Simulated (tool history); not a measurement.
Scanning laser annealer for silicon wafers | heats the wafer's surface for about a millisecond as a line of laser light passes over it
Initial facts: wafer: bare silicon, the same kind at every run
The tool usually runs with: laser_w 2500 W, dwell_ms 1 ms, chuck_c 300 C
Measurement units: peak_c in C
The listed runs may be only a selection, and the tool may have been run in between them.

{"run": 1, "hour": 0.0, "laser_w": 2500, "dwell_ms": 1, "chuck_c": 300, "peak_c": 1039}
{"run": 2, "hour": 77.6, "laser_w": 2500, "dwell_ms": 1, "chuck_c": 300, "peak_c": 1039}
{"run": 3, "hour": 131.8, "laser_w": 2500, "dwell_ms": 1, "chuck_c": 300, "peak_c": 1034}
{"run": 4, "hour": 190.2, "laser_w": 2500, "dwell_ms": 1, "chuck_c": 300, "peak_c": 1033}
{"run": 5, "hour": 249.8, "laser_w": 2500, "dwell_ms": 1, "chuck_c": 300, "peak_c": 1026}
{"run": 6, "hour": 284.9, "laser_w": 2500, "dwell_ms": 1, "chuck_c": 300, "peak_c": 1028}
{"run": 7, "hour": 319.4, "laser_w": 2500, "dwell_ms": 1, "chuck_c": 300, "peak_c": 1025}
{"run": 8, "hour": 371.8, "laser_w": 2500, "dwell_ms": 1.19, "chuck_c": 300, "peak_c": 1087}
{"run": 9, "hour": 417.3, "laser_w": 2500, "dwell_ms": 1.19, "chuck_c": 300, "peak_c": 1087}
{"run": 10, "hour": 452.8, "laser_w": 2500, "dwell_ms": 1.19, "chuck_c": 300, "peak_c": 1086}
{"run": 11, "hour": 525.2, "laser_w": 2500, "dwell_ms": 1.19, "chuck_c": 300, "peak_c": 1079}
{"run": 12, "hour": 570.9, "laser_w": 2500, "dwell_ms": 1.19, "chuck_c": 300, "peak_c": 1080}
{"hour": 640.4, "done": "window over the wafer cleaned"}
{"run": 13, "hour": 650.6, "laser_w": 2500, "dwell_ms": 1, "chuck_c": 300, "peak_c": 1048}
{"run": 14, "hour": 716.2, "laser_w": 2500, "dwell_ms": 1, "chuck_c": 300, "peak_c": 1046}
{"run": 15, "hour": 753.7, "laser_w": 2500, "dwell_ms": 1, "chuck_c": 300, "peak_c": 1042}
{"run": 16, "hour": 809.1, "laser_w": 2500, "dwell_ms": 1, "chuck_c": 300, "peak_c": 1042}
{"run": 17, "hour": 847.7, "laser_w": 2500, "dwell_ms": 1, "chuck_c": 300, "peak_c": 1036}
{"run": 18, "hour": 900.6, "laser_w": 2500, "dwell_ms": 1, "chuck_c": 300, "peak_c": 1038}
{"run": 19, "hour": 946.8, "laser_w": 2500, "dwell_ms": 1, "chuck_c": 300, "peak_c": 1032}
{"run": 20, "hour": 1029.4, "laser_w": 2500, "dwell_ms": 1, "chuck_c": 300, "peak_c": 1030}
{"run": 21, "hour": 1092.3, "laser_w": 2500, "dwell_ms": 1, "chuck_c": 300, "peak_c": 1030}
{"run": 22, "hour": 1158.1, "laser_w": 2500, "dwell_ms": 0.94, "chuck_c": 304, "peak_c": 1006}
{"run": 23, "hour": 1222.9, "laser_w": 2511, "dwell_ms": 1.18, "chuck_c": 323, "peak_c": 1108}
{"run": 24, "hour": 1262.5, "laser_w": 2729, "dwell_ms": 1, "chuck_c": 327, "peak_c": 1122}
{"run": 25, "hour": 1315.3, "laser_w": 2593, "dwell_ms": 0.71, "chuck_c": 340, "peak_c": 971}
{"run": 26, "hour": 1361.6, "laser_w": 2484, "dwell_ms": 1, "chuck_c": 296, "peak_c": 1005}
{"run": 27, "hour": 1434.0, "laser_w": 2596, "dwell_ms": 1.06, "chuck_c": 296, "peak_c": 1058}
{"run": 28, "hour": 1501.8, "laser_w": 2596, "dwell_ms": 1.06, "chuck_c": 296, "peak_c": 1055}

Expected results for the next run?
{"hour": 1543.1, "done": "window over the wafer cleaned"}
{"run": 29, "hour": 1574.2, "laser_w": 2682, "dwell_ms": 0.75, "chuck_c": 300, "peak_c": "?"}

{"run 29": {"peak_c": 997}}
Without the tool's hidden state the same run would have given peak_c 1013 C.

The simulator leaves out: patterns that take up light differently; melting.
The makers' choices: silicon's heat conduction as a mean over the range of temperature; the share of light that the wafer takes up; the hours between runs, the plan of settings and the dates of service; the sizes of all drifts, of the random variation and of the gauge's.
